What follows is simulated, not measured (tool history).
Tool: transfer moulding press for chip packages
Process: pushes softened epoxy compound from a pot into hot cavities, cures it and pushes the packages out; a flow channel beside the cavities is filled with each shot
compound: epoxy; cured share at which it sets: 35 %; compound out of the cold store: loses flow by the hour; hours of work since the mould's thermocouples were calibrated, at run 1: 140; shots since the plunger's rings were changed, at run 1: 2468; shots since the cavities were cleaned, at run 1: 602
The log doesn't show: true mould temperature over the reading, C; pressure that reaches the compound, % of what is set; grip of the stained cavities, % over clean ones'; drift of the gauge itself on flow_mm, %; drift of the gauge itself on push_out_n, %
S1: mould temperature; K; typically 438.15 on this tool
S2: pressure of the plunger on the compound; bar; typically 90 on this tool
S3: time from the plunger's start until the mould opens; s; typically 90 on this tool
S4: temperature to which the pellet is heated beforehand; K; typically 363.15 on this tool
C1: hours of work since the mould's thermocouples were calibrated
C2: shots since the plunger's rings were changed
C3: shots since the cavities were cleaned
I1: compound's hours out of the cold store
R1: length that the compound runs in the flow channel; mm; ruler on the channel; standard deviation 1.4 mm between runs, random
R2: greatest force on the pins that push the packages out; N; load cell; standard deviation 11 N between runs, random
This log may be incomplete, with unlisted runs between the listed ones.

run 1 hour=0 | S1=438.15 S2=90 S3=90 S4=363.15 | C1=140 C2=2468 C3=602 | I1=18.4 | R1=865 R2=1059
run 2 hour=6.4 | S1=438.15 S2=90 S3=90 S4=363.15 | C1=143 C2=2519 C3=653 | I1=22.4 | R1=852 R2=1044
run 3 hour=16.7 | S1=438.15 S2=90 S3=90 S4=363.15 | C1=147 C2=2602 C3=736 | I1=13.3 | R1=873 R2=1098
-- hour=20.7 cavities cleaned with cleaning compound and waxed
run 4 hour=26 | S1=438.15 S2=90 S3=110 S4=363.15 | C1=150 C2=2664 C3=42 | I1=25.2 | R1=842 R2=946
-- hour=30.5 plunger's sealing rings changed
run 5 hour=37 | S1=438.15 S2=90 S3=110 S4=363.15 | C1=153 C2=53 C3=111 | I1=43.4 | R1=822 R2=902
run 6 hour=48.8 | S1=438.15 S2=90 S3=110 S4=363.15 | C1=158 C2=147 C3=205 | I1=28.6 | R1=861 R2=886
run 7 hour=58.3 | S1=435.15 S2=90 S3=90 S4=363.15 | C1=162 C2=223 C3=281 | I1=30.8 | R1=865 R2=1530
run 8 hour=69.9 | S1=438.15 S2=90 S3=90 S4=363.15 | C1=167 C2=316 C3=374 | I1=15.7 | R1=895 R2=1221
run 9 hour=82.7 | S1=437.15 S2=90 S3=90 S4=363.15 | C1=172 C2=419 C3=477 | I1=44.8 | R1=820 R2=1235
-- hour=91 cavities cleaned with cleaning compound and waxed, once more
run 10 hour=97.5 | S1=438.15 S2=90 S3=120 S4=363.15 | C1=178 C2=525 C3=52 | I1=8.5 | R1=912 R2=395
run 11 hour=111.8 | S1=438.15 S2=90 S3=120 S4=363.15 | C1=183 C2=640 C3=167 | I1=11.6 | R1=901 R2=506
run 12 hour=125.2 | S1=438.15 S2=90 S3=90 S4=363.15 | C1=189 C2=747 C3=274 | I1=12.1 | R1=902 R2=917
run 13 hour=138.5 | S1=438.15 S2=90 S3=90 S4=363.15 | C1=194 C2=854 C3=381 | I1=11.4 | R1=901 R2=958
run 14 hour=149.3 | S1=438.15 S2=90 S3=90 S4=363.15 | C1=199 C2=940 C3=467 | I1=38.8 | R1=826 R2=968
run 15 hour=163.4 | S1=438.15 S2=90 S3=88 S4=371.15 | C1=205 C2=1053 C3=580 | I1=21.6 | R1=869 R2=1102
run 16 hour=177.1 | S1=438.15 S2=90 S3=71 S4=373.15 | C1=210 C2=1163 C3=690 | I1=8.9 | R1=902 R2=1956
-- hour=186.9 cavities cleaned with cleaning compound and waxed
run 17 hour=188.5 | S1=438.15 S2=106.6 S3=123 S4=369.15 | C1=214 C2=1242 C3=13 | I1=39.3 | R1=894 R2=354
run 18 hour=201.3 | S1=438.15 S2=90 S3=106 S4=363.15 | C1=219 C2=1345 C3=116 | I1=17.7 | R1=876 R2=551
run 19 hour=208.2 | S1=436.15 S2=90 S3=110 S4=363.15 | C1=222 C2=1399 C3=170 | I1=31.2 | R1=848 R2=585
run 20 hour=216.6 | S1=439.15 S2=89.7 S3=106 S4=362.15 | C1=226 C2=1467 C3=238 | I1=27.1 | R1=847 R2=582
run 21 hour=230.1 | S1=438.15 S2=90 S3=95 S4=363.15 | C1=231 C2=1575 C3=346 | I1=22.3 | R1=863 R2=805
run 22 hour=238 | S1=434.15 S2=73.3 S3=90 S4=363.15 | C1=235 C2=1639 C3=410 | I1=11.7 | R1=820 R2=1455
run 23 hour=245.4 | S1=439.15 S2=73.3 S3=90 S4=354.15 | C1=238 C2=1697 C3=468 | I1=43.4 | R1=727 R2=924
run 24 hour=259.9 | S1=444.15 S2=80.3 S3=90 S4=358.15 | C1=243 C2=1814 C3=585 | I1=10.6 | R1=823 R2=753
run 25 hour=271.3 | S1=434.15 S2=90 S3=90 S4=363.15 | C1=248 C2=1905 C3=676 | I1=14.9 | R1=892 R2=1529
run 26 hour=279.3 | S1=438.15 S2=104.8 S3=90 S4=363.15 | C1=251 C2=1969 C3=740 | I1=13.5 | R1=953 R2=1067
-- hour=282.9 cavities cleaned with cleaning compound and waxed
run 27 hour=286.8 | S1=440.15 S2=104.8 S3=90 S4=366.15 | C1=254 C2=2017 C3=32 | I1=28.7 | R1=900 R2=521
run 28 hour=299.2 | S1=441.15 S2=90 S3=98 S4=365.15 | C1=259 C2=2116 C3=131 | I1=14.4 | R1=870 R2=533

5 ways to go on from here, each from the tool as it stands after run 28. What would each give?
run A hour=305.8 | S1=445.15 S2=90 S3=86 S4=355.15 | C1=262 C2=2169 C3=184 | I1=10 | R1=? R2=?
run B hour=305.8 | S1=440.15 S2=90 S3=98 S4=365.15 | C1=262 C2=2169 C3=184 | I1=37 | R1=? R2=?
run C hour=305.8 | S1=441.15 S2=81.4 S3=104 S4=365.15 | C1=262 C2=2169 C3=184 | I1=16.9 | R1=? R2=?
run D hour=305.8 | S1=436.15 S2=90 S3=91 S4=368.15 | C1=262 C2=2169 C3=184 | I1=11.4 | R1=? R2=?
run E hour=305.8 | S1=439.15 S2=87.1 S3=121 S4=363.15 | C1=262 C2=2169 C3=184 | I1=47.6 | R1=? R2=?

run=A R1=864 R2=599
run=B R1=812 R2=584
run=C R1=816 R2=548
run=D R1=892 R2=922
run=E R1=776 R2=510
Take away the tool's hidden state, keep each run's random variation, and the runs would have read:
run=A R1=890 R2=373
run=B R1=836 R2=362
run=C R1=840 R2=345
run=D R1=918 R2=554
run=E R1=799 R2=324
